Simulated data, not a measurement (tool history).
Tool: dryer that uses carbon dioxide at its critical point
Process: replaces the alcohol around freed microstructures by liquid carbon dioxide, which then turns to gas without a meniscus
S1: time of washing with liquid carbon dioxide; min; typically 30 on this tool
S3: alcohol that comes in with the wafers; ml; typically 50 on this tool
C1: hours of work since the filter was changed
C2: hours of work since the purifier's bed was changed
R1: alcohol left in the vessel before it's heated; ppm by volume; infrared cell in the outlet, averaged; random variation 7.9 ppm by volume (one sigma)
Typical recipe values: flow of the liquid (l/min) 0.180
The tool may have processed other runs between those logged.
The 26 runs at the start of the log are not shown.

run 27 hour=1339.5 | S1=30 flow_of_the_liquid_(l/min)=0.180 S3=24 | C1=340 C2=929 | R1=397
run 28 hour=1380.6 | S1=30 flow_of_the_liquid_(l/min)=0.180 S3=24 | C1=355 C2=944 | R1=410
run 29 hour=1414.4 | S1=33 flow_of_the_liquid_(l/min)=0.184 S3=33 | C1=367 C2=956 | R1=352
run 30 hour=1472.4 | S1=28 flow_of_the_liquid_(l/min)=0.264 S3=50 | C1=389 C2=978 | R1=236
run 31 hour=1515.6 | S1=28 flow_of_the_liquid_(l/min)=0.264 S3=50 | C1=405 C2=994 | R1=245
run 32 hour=1547.3 | S1=34 flow_of_the_liquid_(l/min)=0.280 S3=50 | C1=416 C2=1005 | R1=167
-- hour=1572.1 inlet filter changed
run 33 hour=1602.2 | S1=34 flow_of_the_liquid_(l/min)=0.280 S3=50 | C1=11 C2=1025 | R1=166
run 34 hour=1632.1 | S1=19 flow_of_the_liquid_(l/min)=0.180 S3=53 | C1=22 C2=1036 | R1=2668
run 35 hour=1680.3 | S1=30 flow_of_the_liquid_(l/min)=0.206 S3=54 | C1=40 C2=1054 | R1=391
run 36 hour=1743.4 | S1=30 flow_of_the_liquid_(l/min)=0.206 S3=54 | C1=63 C2=1078 | R1=382
run 37 hour=1783.9 | S1=19 flow_of_the_liquid_(l/min)=0.139 S3=54 | C1=78 C2=1093 | R1=5724
run 38 hour=1831.4 | S1=22 flow_of_the_liquid_(l/min)=0.127 S3=30 | C1=96 C2=1110 | R1=2890
-- hour=1890.9 purifier's bed changed
run 39 hour=1895.8 | S1=21 flow_of_the_liquid_(l/min)=0.135 S3=95 | C1=118 C2=2 | R1=8349
run 40 hour=1948.8 | S1=21 flow_of_the_liquid_(l/min)=0.135 S3=95 | C1=138 C2=21 | R1=8414
run 41 hour=1991.5 | S1=21 flow_of_the_liquid_(l/min)=0.135 S3=95 | C1=154 C2=37 | R1=8328
run 42 hour=2051.7 | S1=33 flow_of_the_liquid_(l/min)=0.135 S3=95 | C1=176 C2=59 | R1=2225
run 43 hour=2093.2 | S1=33 flow_of_the_liquid_(l/min)=0.135 S3=95 | C1=191 C2=75 | R1=2233
run 44 hour=2127.8 | S1=30 flow_of_the_liquid_(l/min)=0.279 S3=40 | C1=204 C2=88 | R1=32
run 45 hour=2171.7 | S1=20 flow_of_the_liquid_(l/min)=0.180 S3=107 | C1=220 C2=104 | R1=4919
run 46 hour=2204.5 | S1=20 flow_of_the_liquid_(l/min)=0.180 S3=107 | C1=233 C2=116 | R1=4859

Predict each of these 4 candidate next runs independently; none follows another, all start after run 46:
run A hour=2232.6 | S1=30 flow_of_the_liquid_(l/min)=0.239 S3=100 | C1=243 C2=126 | R1=?
run B hour=2232.6 | S1=23 flow_of_the_liquid_(l/min)=0.257 S3=50 | C1=243 C2=126 | R1=?
run C hour=2232.6 | S1=21 flow_of_the_liquid_(l/min)=0.296 S3=27 | C1=243 C2=126 | R1=?
run D hour=2232.6 | S1=20 flow_of_the_liquid_(l/min)=0.136 S3=107 | C1=243 C2=126 | R1=?

run=A R1=223
run=B R1=310
run=C R1=126
run=D R1=10943
With no hidden state in the tool, these same runs would have given:
run=A R1=158
run=B R1=232
run=C R1=85
run=D R1=9856
